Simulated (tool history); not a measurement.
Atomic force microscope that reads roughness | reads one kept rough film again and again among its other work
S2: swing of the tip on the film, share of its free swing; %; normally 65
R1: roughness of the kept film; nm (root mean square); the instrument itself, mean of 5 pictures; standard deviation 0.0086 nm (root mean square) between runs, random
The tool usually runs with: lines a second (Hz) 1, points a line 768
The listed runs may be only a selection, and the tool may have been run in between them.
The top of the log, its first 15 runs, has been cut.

{"run": 16, "hour": 449.3, "lines a second (Hz)": 3.83, "S2": 65, "points a line": 768, "R1": 1.749}
{"run": 17, "hour": 468.8, "lines a second (Hz)": 2.96, "S2": 65, "points a line": 768, "R1": 1.769}
{"run": 18, "hour": 487.8, "lines a second (Hz)": 2.96, "S2": 65, "points a line": 768, "R1": 1.773}
{"run": 19, "hour": 505.8, "lines a second (Hz)": 1.61, "S2": 65, "points a line": 624, "R1": 1.819}
{"hour": 510.3, "done": "new tip fitted"}
{"run": 20, "hour": 542.1, "lines a second (Hz)": 2.44, "S2": 86, "points a line": 611, "R1": 1.67}
{"run": 21, "hour": 582.6, "lines a second (Hz)": 1.59, "S2": 69, "points a line": 266, "R1": 1.805}
{"run": 22, "hour": 611.2, "lines a second (Hz)": 1.59, "S2": 64, "points a line": 275, "R1": 1.819}
{"run": 23, "hour": 634.1, "lines a second (Hz)": 1, "S2": 65, "points a line": 950, "R1": 1.824}
{"hour": 648.1, "done": "new tip fitted"}
{"run": 24, "hour": 671.2, "lines a second (Hz)": 1, "S2": 65, "points a line": 950, "R1": 1.879}
{"run": 25, "hour": 697.7, "lines a second (Hz)": 1, "S2": 65, "points a line": 950, "R1": 1.865}
{"run": 26, "hour": 739.6, "lines a second (Hz)": 1.5, "S2": 65, "points a line": 768, "R1": 1.831}
{"run": 27, "hour": 776.6, "lines a second (Hz)": 1.5, "S2": 57, "points a line": 634, "R1": 1.83}
{"hour": 787.0, "done": "new tip fitted"}
{"run": 28, "hour": 807.3, "lines a second (Hz)": 2.45, "S2": 75, "points a line": 918, "R1": 1.767}
{"run": 29, "hour": 834.5, "lines a second (Hz)": 2.45, "S2": 75, "points a line": 918, "R1": 1.745}
{"run": 30, "hour": 870.7, "lines a second (Hz)": 1, "S2": 83, "points a line": 768, "R1": 1.775}
{"run": 31, "hour": 894.7, "lines a second (Hz)": 1, "S2": 83, "points a line": 768, "R1": 1.752}
{"hour": 923.7, "done": "new tip fitted"}
{"run": 32, "hour": 936.7, "lines a second (Hz)": 1, "S2": 83, "points a line": 768, "R1": 1.825}
{"run": 33, "hour": 961.7, "lines a second (Hz)": 1.79, "S2": 75, "points a line": 303, "R1": 1.804}
{"run": 34, "hour": 988.4, "lines a second (Hz)": 1.79, "S2": 75, "points a line": 286, "R1": 1.775}
{"run": 35, "hour": 1018.6, "lines a second (Hz)": 0.51, "S2": 65, "points a line": 288, "R1": 1.845}

Consider 5 possible next runs. They are alternatives, not a sequence: every one starts from the tool as it was left by run 35. What does each give?
{"run": "A", "hour": 1052.1, "lines a second (Hz)": 1, "S2": 65, "points a line": 900, "R1": "?"}
{"run": "B", "hour": 1052.1, "lines a second (Hz)": 1.23, "S2": 65, "points a line": 846, "R1": "?"}
{"run": "C", "hour": 1052.1, "lines a second (Hz)": 1.23, "S2": 65, "points a line": 768, "R1": "?"}
{"run": "D", "hour": 1052.1, "lines a second (Hz)": 1.56, "S2": 65, "points a line": 420, "R1": "?"}
{"run": "E", "hour": 1052.1, "lines a second (Hz)": 1.01, "S2": 65, "points a line": 934, "R1": "?"}

run=A R1=1.811
run=B R1=1.815
run=C R1=1.804
run=D R1=1.796
run=E R1=1.807
With no hidden state in the tool, these same runs would have given:
run=A R1=1.894
run=B R1=1.898
run=C R1=1.886
run=D R1=1.878
run=E R1=1.89
